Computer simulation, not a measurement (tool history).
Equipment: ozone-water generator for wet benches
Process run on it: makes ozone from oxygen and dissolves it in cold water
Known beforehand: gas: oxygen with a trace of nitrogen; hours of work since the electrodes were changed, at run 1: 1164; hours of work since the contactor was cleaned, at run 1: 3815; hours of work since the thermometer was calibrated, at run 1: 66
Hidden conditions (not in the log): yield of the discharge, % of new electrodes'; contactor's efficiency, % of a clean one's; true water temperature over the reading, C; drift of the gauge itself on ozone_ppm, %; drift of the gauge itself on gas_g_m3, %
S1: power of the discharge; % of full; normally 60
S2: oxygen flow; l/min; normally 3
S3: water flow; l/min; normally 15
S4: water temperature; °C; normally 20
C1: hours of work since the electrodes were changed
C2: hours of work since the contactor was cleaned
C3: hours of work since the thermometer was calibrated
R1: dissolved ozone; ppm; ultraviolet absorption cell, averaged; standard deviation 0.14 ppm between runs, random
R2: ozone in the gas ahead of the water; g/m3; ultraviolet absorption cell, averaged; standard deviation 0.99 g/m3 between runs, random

{"run": 1, "hour": 0.0, "S1": 60, "S2": 3, "S3": 15, "S4": 20, "C1": 1164, "C2": 3815, "C3": 66, "R1": 15.9, "R2": 167.9}
{"run": 2, "hour": 35.2, "S1": 60, "S2": 1.66, "S3": 15, "S4": 20, "C1": 1193, "C2": 3844, "C3": 95, "R1": 13.3, "R2": 207.4}
{"run": 3, "hour": 75.7, "S1": 60, "S2": 1.66, "S3": 15, "S4": 20, "C1": 1226, "C2": 3877, "C3": 128, "R1": 13.2, "R2": 210.4}
{"run": 4, "hour": 99.7, "S1": 60, "S2": 3, "S3": 17, "S4": 20, "C1": 1246, "C2": 3897, "C3": 148, "R1": 13.9, "R2": 166.9}
{"run": 5, "hour": 127.0, "S1": 60, "S2": 3, "S3": 15, "S4": 12, "C1": 1268, "C2": 3920, "C3": 170, "R1": 17.2, "R2": 169.9}
{"run": 6, "hour": 157.5, "S1": 56, "S2": 3, "S3": 15, "S4": 20, "C1": 1293, "C2": 3945, "C3": 195, "R1": 14.8, "R2": 159.9}
{"run": 7, "hour": 201.5, "S1": 60, "S2": 3, "S3": 10, "S4": 20, "C1": 1330, "C2": 3981, "C3": 232, "R1": 21.9, "R2": 169.5}
{"run": 8, "hour": 226.3, "S1": 60, "S2": 3, "S3": 10, "S4": 20, "C1": 1350, "C2": 4001, "C3": 252, "R1": 22.1, "R2": 167}
{"run": 9, "hour": 272.3, "S1": 60, "S2": 3, "S3": 10, "S4": 20, "C1": 1388, "C2": 4039, "C3": 290, "R1": 21.9, "R2": 168.7}
{"run": 10, "hour": 307.4, "S1": 60, "S2": 3, "S3": 15, "S4": 20, "C1": 1416, "C2": 4068, "C3": 318, "R1": 15.6, "R2": 167.8}
{"run": 11, "hour": 336.7, "S1": 60, "S2": 3, "S3": 15, "S4": 20, "C1": 1440, "C2": 4092, "C3": 342, "R1": 15.9, "R2": 168.4}
{"run": 12, "hour": 369.4, "S1": 60, "S2": 3, "S3": 15, "S4": 20, "C1": 1467, "C2": 4118, "C3": 369, "R1": 15.4, "R2": 169.2}
{"run": 13, "hour": 391.3, "S1": 60, "S2": 3, "S3": 15, "S4": 20, "C1": 1485, "C2": 4136, "C3": 387, "R1": 15.5, "R2": 167.8}
{"run": 14, "hour": 436.5, "S1": 60, "S2": 3, "S3": 15, "S4": 20, "C1": 1522, "C2": 4173, "C3": 424, "R1": 15.6, "R2": 169.5}
{"run": 15, "hour": 467.1, "S1": 60, "S2": 2.79, "S3": 15, "S4": 20, "C1": 1547, "C2": 4199, "C3": 449, "R1": 15.8, "R2": 172.7}
{"run": 16, "hour": 497.1, "S1": 60, "S2": 2.79, "S3": 15, "S4": 20, "C1": 1572, "C2": 4223, "C3": 474, "R1": 15.5, "R2": 170.6}
{"run": 17, "hour": 535.2, "S1": 60, "S2": 2.79, "S3": 15, "S4": 20, "C1": 1603, "C2": 4254, "C3": 505, "R1": 15.4, "R2": 171}
{"run": 18, "hour": 566.3, "S1": 60, "S2": 1.61, "S3": 15, "S4": 22, "C1": 1629, "C2": 4280, "C3": 531, "R1": 12.6, "R2": 211.7}
{"run": 19, "hour": 597.0, "S1": 60, "S2": 1.61, "S3": 15, "S4": 22, "C1": 1654, "C2": 4305, "C3": 556, "R1": 12.8, "R2": 208}
{"run": 20, "hour": 630.9, "S1": 60, "S2": 2.53, "S3": 16, "S4": 20, "C1": 1682, "C2": 4333, "C3": 584, "R1": 13.8, "R2": 179}
{"run": 21, "hour": 669.5, "S1": 60, "S2": 2.53, "S3": 16, "S4": 20, "C1": 1713, "C2": 4365, "C3": 615, "R1": 14.1, "R2": 178}
{"run": 22, "hour": 693.3, "S1": 60, "S2": 2.53, "S3": 16, "S4": 20, "C1": 1733, "C2": 4384, "C3": 635, "R1": 14.3, "R2": 178.4}
{"run": 23, "hour": 733.7, "S1": 60, "S2": 2.53, "S3": 16, "S4": 20, "C1": 1766, "C2": 4417, "C3": 668, "R1": 14.3, "R2": 176.8}
{"run": 24, "hour": 754.1, "S1": 58, "S2": 3, "S3": 15, "S4": 20, "C1": 1783, "C2": 4434, "C3": 685, "R1": 15.2, "R2": 163.7}
{"run": 25, "hour": 799.1, "S1": 58, "S2": 3, "S3": 15, "S4": 20, "C1": 1820, "C2": 4471, "C3": 722, "R1": 14.8, "R2": 161.8}
{"hour": 825.8, "done": "contactor cleaned"}
{"run": 26, "hour": 853.3, "S1": 58, "S2": 3, "S3": 15, "S4": 20, "C1": 1861, "C2": 23, "C3": 763, "R1": 15.3, "R2": 164}
{"run": 27, "hour": 873.6, "S1": 71, "S2": 1.71, "S3": 16, "S4": 20, "C1": 1878, "C2": 39, "C3": 780, "R1": 15, "R2": 240.7}
{"run": 28, "hour": 910.9, "S1": 44, "S2": 3, "S3": 15, "S4": 27, "C1": 1908, "C2": 70, "C3": 810, "R1": 11.1, "R2": 127}
{"run": 29, "hour": 938.1, "S1": 60, "S2": 3, "S3": 11, "S4": 20, "C1": 1930, "C2": 92, "C3": 832, "R1": 20.4, "R2": 167.4}
{"run": 30, "hour": 982.8, "S1": 60, "S2": 3, "S3": 11, "S4": 20, "C1": 1967, "C2": 129, "C3": 869, "R1": 20.9, "R2": 166}
{"run": 31, "hour": 1015.9, "S1": 40, "S2": 3, "S3": 11, "S4": 14, "C1": 1994, "C2": 156, "C3": 896, "R1": 15.5, "R2": 117.2}
{"run": 32, "hour": 1037.3, "S1": 40, "S2": 3, "S3": 11, "S4": 14, "C1": 2012, "C2": 173, "C3": 914, "R1": 15.5, "R2": 116.9}
{"run": 33, "hour": 1060.3, "S1": 40, "S2": 3, "S3": 11, "S4": 14, "C1": 2031, "C2": 192, "C3": 933, "R1": 15.6, "R2": 115.4}

Here are 3 independent what-if runs from the current tool condition. What would each one return?
{"run": "A", "hour": 1101.0, "S1": 45, "S2": 3, "S3": 11, "S4": 20, "C1": 2064, "C2": 226, "C3": 966, "R1": "?", "R2": "?"}
{"run": "B", "hour": 1101.0, "S1": 60, "S2": 2.13, "S3": 15, "S4": 24, "C1": 2064, "C2": 226, "C3": 966, "R1": "?", "R2": "?"}
{"run": "C", "hour": 1101.0, "S1": 51, "S2": 3, "S3": 15, "S4": 20, "C1": 2064, "C2": 226, "C3": 966, "R1": "?", "R2": "?"}

run=A R1=16 R2=129.4
run=B R1=13.8 R2=188.2
run=C R1=13.6 R2=142.6
Without the tool's hidden state the same runs would have given:
run=A R1=16.4 R2=132.1
run=B R1=14.3 R2=193.9
run=C R1=14 R2=146.2
